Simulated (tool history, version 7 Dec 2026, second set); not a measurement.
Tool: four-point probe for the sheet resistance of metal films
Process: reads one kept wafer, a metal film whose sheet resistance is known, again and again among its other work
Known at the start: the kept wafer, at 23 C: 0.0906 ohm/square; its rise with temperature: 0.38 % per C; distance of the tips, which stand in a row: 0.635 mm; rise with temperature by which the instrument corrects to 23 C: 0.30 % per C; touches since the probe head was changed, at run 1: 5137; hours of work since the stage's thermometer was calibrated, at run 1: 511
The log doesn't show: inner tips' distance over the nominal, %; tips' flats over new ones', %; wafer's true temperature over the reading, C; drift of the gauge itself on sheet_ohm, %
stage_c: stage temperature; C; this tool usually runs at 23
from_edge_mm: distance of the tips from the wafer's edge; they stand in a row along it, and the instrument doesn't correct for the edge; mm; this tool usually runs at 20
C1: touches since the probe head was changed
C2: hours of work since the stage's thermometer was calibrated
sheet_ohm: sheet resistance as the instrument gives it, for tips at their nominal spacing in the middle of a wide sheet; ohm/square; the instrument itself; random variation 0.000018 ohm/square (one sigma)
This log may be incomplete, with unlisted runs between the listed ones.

run 1 hour=0 | stage_c=23 from_edge_mm=20 | C1=5137 C2=511 | sheet_ohm=0.0908
run 2 hour=66.5 | stage_c=23 from_edge_mm=20 | C1=9778 C2=563 | sheet_ohm=0.0908
run 3 hour=123.5 | stage_c=23 from_edge_mm=20 | C1=13755 C2=608 | sheet_ohm=0.090745
run 4 hour=200.3 | stage_c=23 from_edge_mm=20 | C1=19113 C2=668 | sheet_ohm=0.090705
run 5 hour=248.5 | stage_c=22 from_edge_mm=20 | C1=22476 C2=706 | sheet_ohm=0.090568
run 6 hour=322.6 | stage_c=18 from_edge_mm=20 | C1=27648 C2=764 | sheet_ohm=0.090205
run 7 hour=418.2 | stage_c=18 from_edge_mm=20 | C1=34317 C2=839 | sheet_ohm=0.090207
run 8 hour=483.9 | stage_c=25 from_edge_mm=20 | C1=38907 C2=890 | sheet_ohm=0.090732
run 9 hour=554.8 | stage_c=25 from_edge_mm=20 | C1=43850 C2=946 | sheet_ohm=0.090681
run 10 hour=610.3 | stage_c=24 from_edge_mm=20 | C1=47725 C2=989 | sheet_ohm=0.090565
run 11 hour=688.9 | stage_c=23 from_edge_mm=20 | C1=53206 C2=1050 | sheet_ohm=0.090431
run 12 hour=733.4 | stage_c=23 from_edge_mm=20 | C1=56317 C2=1085 | sheet_ohm=0.090409
run 13 hour=823 | stage_c=23 from_edge_mm=20 | C1=62568 C2=1155 | sheet_ohm=0.090382
run 14 hour=867 | stage_c=23 from_edge_mm=20 | C1=65638 C2=1190 | sheet_ohm=0.090377
run 15 hour=917.6 | stage_c=23 from_edge_mm=20 | C1=69166 C2=1229 | sheet_ohm=0.090339
run 16 hour=979.1 | stage_c=23 from_edge_mm=20 | C1=73463 C2=1278 | sheet_ohm=0.090267
run 17 hour=1037.9 | stage_c=23 from_edge_mm=20 | C1=77563 C2=1324 | sheet_ohm=0.090259
run 18 hour=1101.8 | stage_c=23 from_edge_mm=20 | C1=82021 C2=1374 | sheet_ohm=0.090219
run 19 hour=1173.7 | stage_c=23 from_edge_mm=20 | C1=87039 C2=1430 | sheet_ohm=0.090197
run 20 hour=1256.1 | stage_c=23 from_edge_mm=20 | C1=92788 C2=1494 | sheet_ohm=0.090134
run 21 hour=1357.6 | stage_c=23 from_edge_mm=20 | C1=99874 C2=1574 | sheet_ohm=0.090103
run 22 hour=1421.2 | stage_c=23 from_edge_mm=20 | C1=104309 C2=1624 | sheet_ohm=0.090069
run 23 hour=1494.1 | stage_c=23 from_edge_mm=20 | C1=109399 C2=1681 | sheet_ohm=0.090029
run 24 hour=1557.7 | stage_c=21 from_edge_mm=25 | C1=113836 C2=1730 | sheet_ohm=0.089842
run 25 hour=1618.9 | stage_c=21 from_edge_mm=25 | C1=118108 C2=1778 | sheet_ohm=0.08981
run 26 hour=1721.6 | stage_c=21 from_edge_mm=10 | C1=125272 C2=1859 | sheet_ohm=0.089906
run 27 hour=1771.3 | stage_c=28 from_edge_mm=7 | C1=128738 C2=1897 | sheet_ohm=0.090665
run 28 hour=1832.1 | stage_c=28 from_edge_mm=7 | C1=132985 C2=1945 | sheet_ohm=0.090569
run 29 hour=1883.1 | stage_c=32 from_edge_mm=6 | C1=136541 C2=1985 | sheet_ohm=0.091013
-- hour=1893.1 stage's thermometer calibrated
run 30 hour=1965.1 | stage_c=24 from_edge_mm=6 | C1=142232 C2=56 | sheet_ohm=0.090264
run 31 hour=2055.9 | stage_c=29 from_edge_mm=69 | C1=148564 C2=127 | sheet_ohm=0.090109
-- hour=2080 stage's thermometer calibrated, once more
run 32 hour=2113.4 | stage_c=29 from_edge_mm=73 | C1=152542 C2=26 | sheet_ohm=0.090316
run 33 hour=2201.8 | stage_c=21 from_edge_mm=23 | C1=158712 C2=95 | sheet_ohm=0.089689
run 34 hour=2293.1 | stage_c=21 from_edge_mm=23 | C1=165083 C2=167 | sheet_ohm=0.089637
run 35 hour=2386.2 | stage_c=21 from_edge_mm=23 | C1=171576 C2=240 | sheet_ohm=0.089613
run 36 hour=2440.8 | stage_c=21 from_edge_mm=23 | C1=175388 C2=282 | sheet_ohm=0.089567
run 37 hour=2506.5 | stage_c=20 from_edge_mm=58 | C1=179972 C2=334 | sheet_ohm=0.089419
run 38 hour=2571.3 | stage_c=20 from_edge_mm=29 | C1=184493 C2=384 | sheet_ohm=0.089395
run 39 hour=2632.9 | stage_c=23 from_edge_mm=18 | C1=188795 C2=433 | sheet_ohm=0.089646
run 40 hour=2685.5 | stage_c=22 from_edge_mm=10 | C1=192464 C2=474 | sheet_ohm=0.089675
run 41 hour=2765.7 | stage_c=22 from_edge_mm=10 | C1=198064 C2=537 | sheet_ohm=0.089615
run 42 hour=2829.2 | stage_c=23 from_edge_mm=67 | C1=202493 C2=586 | sheet_ohm=0.089486
run 43 hour=2930.5 | stage_c=23 from_edge_mm=67 | C1=209563 C2=665 | sheet_ohm=0.089459
run 44 hour=3024.4 | stage_c=32 from_edge_mm=3 | C1=216114 C2=739 | sheet_ohm=0.092194
run 45 hour=3096.7 | stage_c=33 from_edge_mm=29 | C1=221163 C2=796 | sheet_ohm=0.090124

Results per run with the tool's hidden condition removed, run-to-run variation unchanged:
run=1 sheet_ohm=0.090631
run=2 sheet_ohm=0.090668
run=3 sheet_ohm=0.090642
run=4 sheet_ohm=0.090638
run=5 sheet_ohm=0.090527
run=6 sheet_ohm=0.090208
run=7 sheet_ohm=0.09026
run=8 sheet_ohm=0.090821
run=9 sheet_ohm=0.090809
run=10 sheet_ohm=0.090724
run=11 sheet_ohm=0.090632
run=12 sheet_ohm=0.090631
run=13 sheet_ohm=0.09065
run=14 sheet_ohm=0.090669
run=15 sheet_ohm=0.090659
run=16 sheet_ohm=0.090618
run=17 sheet_ohm=0.090641
run=18 sheet_ohm=0.090634
run=19 sheet_ohm=0.09065
run=20 sheet_ohm=0.090631
run=21 sheet_ohm=0.090652
run=22 sheet_ohm=0.090649
run=23 sheet_ohm=0.090647
run=24 sheet_ohm=0.090491
run=25 sheet_ohm=0.09049
run=26 sheet_ohm=0.090639
run=27 sheet_ohm=0.091429
run=28 sheet_ohm=0.091365
run=29 sheet_ohm=0.091838
run=30 sheet_ohm=0.09122
run=31 sheet_ohm=0.091101
run=32 sheet_ohm=0.091065
run=33 sheet_ohm=0.090477
run=34 sheet_ohm=0.090472
run=35 sheet_ohm=0.090494
run=36 sheet_ohm=0.090476
run=37 sheet_ohm=0.090359
run=38 sheet_ohm=0.090368
run=39 sheet_ohm=0.090656
run=40 sheet_ohm=0.090712
run=41 sheet_ohm=0.090691
run=42 sheet_ohm=0.090593
run=43 sheet_ohm=0.090619
run=44 sheet_ohm=0.093434
run=45 sheet_ohm=0.091376
